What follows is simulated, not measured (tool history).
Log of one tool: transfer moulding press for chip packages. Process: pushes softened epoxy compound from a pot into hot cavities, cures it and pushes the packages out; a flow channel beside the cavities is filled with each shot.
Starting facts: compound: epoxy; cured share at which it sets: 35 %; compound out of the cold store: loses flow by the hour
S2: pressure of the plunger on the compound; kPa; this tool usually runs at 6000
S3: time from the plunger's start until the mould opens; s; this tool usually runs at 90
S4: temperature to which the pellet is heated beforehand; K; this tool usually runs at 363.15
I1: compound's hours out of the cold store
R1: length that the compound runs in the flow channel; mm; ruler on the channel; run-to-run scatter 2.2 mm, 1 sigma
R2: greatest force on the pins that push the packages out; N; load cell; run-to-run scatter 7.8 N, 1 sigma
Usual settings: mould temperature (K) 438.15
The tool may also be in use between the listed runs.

Run 1, hour 0: usual settings; I1 43. Result: R1 713 mm, R2 441 N.
Run 2, hour 12.4: usual settings but S2 5310 kPa; I1 22.5. Result: R1 711 mm, R2 492 N.
Run 3, hour 31.1: usual settings but S2 5310 kPa; I1 24.2. Result: R1 706 mm, R2 543 N.
Run 4, hour 49.1: usual settings but mould temperature (K) 443.15; I1 27.4. Result: R1 734 mm, R2 564 N.
Run 5, hour 57.8: usual settings but mould temperature (K) 443.15; I1 36.3. Result: R1 715 mm, R2 573 N.
Run 6, hour 74.4: usual settings but mould temperature (K) 443.15; I1 32.2. Result: R1 723 mm, R2 604 N.
At hour 86.6: plunger's sealing rings changed.
At hour 88.1: cavities cleaned with cleaning compound and waxed.
Run 7, hour 97.4: usual settings but mould temperature (K) 443.15; I1 34.7. Result: R1 751 mm, R2 367 N.
Run 8, hour 114.8: usual settings but mould temperature (K) 443.15, S3 104 s; I1 19.5. Result: R1 784 mm, R2 436 N.
Run 9, hour 125.9: usual settings but mould temperature (K) 443.15, S3 104 s; I1 39.8. Result: R1 739 mm, R2 462 N.
Run 10, hour 141.5: usual settings but mould temperature (K) 443.15, S3 104 s; I1 9.5. Result: R1 797 mm, R2 520 N.
Run 11, hour 154.1: usual settings but S2 5610 kPa; I1 17.7. Result: R1 755 mm, R2 622 N.
At hour 172.6: mould's thermocouples calibrated.
Run 12, hour 173: usual settings; I1 38.5. Result: R1 741 mm, R2 633 N.
Run 13, hour 183.2: usual settings; I1 32.1. Result: R1 753 mm, R2 670 N.
Run 14, hour 193.2: usual settings; I1 23.6. Result: R1 769 mm, R2 663 N.
At hour 199.5: cavities cleaned with cleaning compound and waxed.
Run 15, hour 210.1: usual settings; I1 29.4. Result: R1 754 mm, R2 425 N.
Run 16, hour 228.5: usual settings; I1 19.2. Result: R1 780 mm, R2 496 N.
Run 17, hour 242.9: usual settings but mould temperature (K) 433.15, S2 6830 kPa, S3 87 s, S4 355.15 K; I1 20.5. Result: R1 832 mm, R2 751 N.
Run 18, hour 256.6: usual settings but mould temperature (K) 433.15, S2 6830 kPa, S3 87 s, S4 355.15 K; I1 12.4. Result: R1 845 mm, R2 796 N.
Run 19, hour 277.4: usual settings but mould temperature (K) 433.15, S2 6830 kPa, S3 87 s, S4 355.15 K; I1 12.7. Result: R1 846 mm, R2 838 N.
Run 20, hour 295.2: usual settings but mould temperature (K) 439.15, S2 6670 kPa, S3 102 s, S4 359.15 K; I1 40.9. Result: R1 765 mm, R2 608 N.
At hour 301.8: mould's thermocouples calibrated, once more.
Run 21, hour 306.5: usual settings but mould temperature (K) 434.15, S2 5120 kPa; I1 41.3. Result: R1 670 mm, R2 729 N.
At hour 310.9: cavities cleaned with cleaning compound and waxed.
Run 22, hour 319.1: usual settings but mould temperature (K) 435.15, S2 5120 kPa, S3 84 s; I1 15.4. Result: R1 717 mm, R2 454 N.
Run 23, hour 331.6: usual settings but mould temperature (K) 446.15, S2 7370 kPa, S3 87 s, S4 371.15 K; I1 39.5. Result: R1 790 mm, R2 387 N.
Run 24, hour 345.3: usual settings but mould temperature (K) 440.15, S2 7370 kPa, S3 87 s, S4 371.15 K; I1 22.2. Result: R1 829 mm, R2 466 N.
Run 25, hour 365.6: usual settings but mould temperature (K) 439.15, S3 112 s, S4 371.15 K; I1 33.2. Result: R1 726 mm, R2 507 N.
Run 26, hour 377.6: usual settings but mould temperature (K) 433.15, S2 5190 kPa, S3 112 s; I1 26.7. Result: R1 695 mm, R2 561 N.
Run 27, hour 388.3: usual settings but mould temperature (K) 430.15, S2 4760 kPa; I1 29.8. Result: R1 663 mm, R2 840 N.
Run 28, hour 399.7: usual settings but mould temperature (K) 430.15, S2 4760 kPa; I1 16.4. Result: R1 687 mm, R2 884 N.

Table of differences, measured result less the result of that run with no hidden state. Run-to-run variation is the same in both. Gauge scatter possibly is not:
Hidden state present: true mould temperature over the reading, C; pressure that reaches the compound, % of what is set; grip of the stained cavities, % over clean ones'; drift of the gauge itself on flow_mm, %; drift of the gauge itself on push_out_n, %.
run   R1    R2
  1  -28  +112
  2  -29  +159
  3  -31  +218
  4  -34  +242
  5  -35  +259
  6  -37  +290
  7   -2   +50
  8   -4  +121
  9   -5  +153
 10   -7  +205
 11   -9  +270
 12  -10  +304
 13  -11  +332
 14  -12  +337
 15  -14   +75
 16  -16  +159
 17  -18  +315
 18  -21  +368
 19  -24  +426
 20  -23  +295
 21  -24  +350
 22  -27   +44
 23  -32   +87
 24  -35  +145
 25  -33  +198
 26  -33  +236
 27  -33  +367
 28  -36  +408
